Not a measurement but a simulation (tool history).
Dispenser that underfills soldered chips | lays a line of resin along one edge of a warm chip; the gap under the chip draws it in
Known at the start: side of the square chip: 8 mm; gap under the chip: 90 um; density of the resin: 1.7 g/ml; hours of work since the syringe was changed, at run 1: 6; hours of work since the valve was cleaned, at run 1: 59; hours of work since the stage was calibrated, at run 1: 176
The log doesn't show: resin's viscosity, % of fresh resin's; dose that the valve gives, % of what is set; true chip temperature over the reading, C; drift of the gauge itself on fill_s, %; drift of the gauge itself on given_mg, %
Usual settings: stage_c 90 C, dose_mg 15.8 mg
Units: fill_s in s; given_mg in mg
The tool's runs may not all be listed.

run,hour,stage_c,dose_mg,hours of work since the syringe was changed,hours of work since the valve was cleaned,hours of work since the stage was calibrated,fill_s,given_mg
1,0.0,90,15.8,6,59,176,65.2,15.43
# hour 4.1: new syringe of resin
2,11.1,90,15.8,5,66,183,61.4,15.46
# hour 17.0: new syringe of resin
3,23.2,90,15.8,4,75,192,57.6,15.22
4,28.3,90,15.8,8,79,196,72.5,15.27
# hour 29.7: new syringe of resin
5,33.7,90,15.8,3,82,199,53.6,15.11
6,39.7,90,15.8,7,87,204,67.1,15.12
# hour 42.2: new syringe of resin
7,45.6,90,15.8,2,91,208,51.3,15.05
# hour 55.4: new syringe of resin
8,55.6,88,15.8,0,98,215,50.6,14.97
# hour 67.9: new syringe of resin
9,67.9,77,15.8,0,106,223,75.5,14.98
10,77.3,77,15.8,7,113,230,111.5,14.96
# hour 80.8: new syringe of resin
11,89.6,77,15.8,6,122,239,110.0,14.75
# hour 93.5: new syringe of resin
12,98.5,77,15.8,4,128,245,93.0,14.79
# hour 106.1: new syringe of resin
# hour 107.1: dispensing valve cleaned and set on the balance
13,110.6,77,15.8,3,3,253,87.9,15.89
# hour 119.9: new syringe of resin
14,122.4,77,15.8,2,11,261,81.5,15.83
15,129.3,100,15.8,7,16,266,45.3,15.87
# hour 132.9: new syringe of resin
16,141.0,90,15.8,6,24,274,62.7,15.59
# hour 145.5: new syringe of resin
17,148.2,90,15.8,2,29,279,50.4,15.48
# hour 158.1: new syringe of resin
18,158.1,92,16.7,0,36,286,40.7,16.34
19,169.6,76,18.2,8,44,295,125.5,17.93
# hour 170.4: new syringe of resin
20,175.1,76,18.1,3,48,298,94.3,17.55
# hour 182.9: new syringe of resin
21,184.6,76,18.0,1,55,305,82.2,17.50
# hour 195.6: new syringe of resin
22,196.5,76,18.0,1,63,314,78.7,17.54
23,206.3,76,13.8,8,70,321,125.3,13.37
# hour 208.4: new syringe of resin
24,212.5,84,13.6,3,75,325,69.0,13.18
# hour 221.0: new syringe of resin
25,222.5,95,16.0,1,82,332,38.6,15.50
26,229.7,95,16.0,6,87,337,51.8,15.30
# hour 233.7: new syringe of resin
27,237.6,95,16.0,3,92,343,43.5,15.13
28,245.1,77,20.4,8,98,348,116.8,19.37
# hour 246.0: new syringe of resin
29,256.0,87,15.9,7,105,356,75.5,15.08
# hour 258.3: new syringe of resin
30,264.2,76,14.0,4,111,361,101.2,13.30
# hour 270.8: new syringe of resin
31,275.1,76,14.0,3,119,369,94.1,13.10
# hour 283.5: new syringe of resin
32,284.0,97,16.6,0,125,375,34.1,15.74
33,291.0,90,16.6,5,130,380,60.0,15.56
# hour 296.0: new syringe of resin
# hour 297.0: dispensing valve cleaned and set on the balance
34,302.4,90,16.6,4,4,388,56.1,16.68

4 ways to go on from here, each from the tool as it stands after run 34. What would each give?
A,307.8,75,20.2,8,8,392,?,?
B,307.8,75,16.9,8,8,392,?,?
C,307.8,83,19.7,8,8,392,?,?
D,307.8,78,18.5,8,8,392,?,?

run,fill_s,given_mg
A,126.1,20.18
B,126.0,16.85
C,88.8,19.58
D,110.3,18.39
Without the tool's hidden state the same runs would have given:
run,fill_s,given_mg
A,83.2,20.23
B,83.1,16.90
C,58.3,19.64
D,72.6,18.44
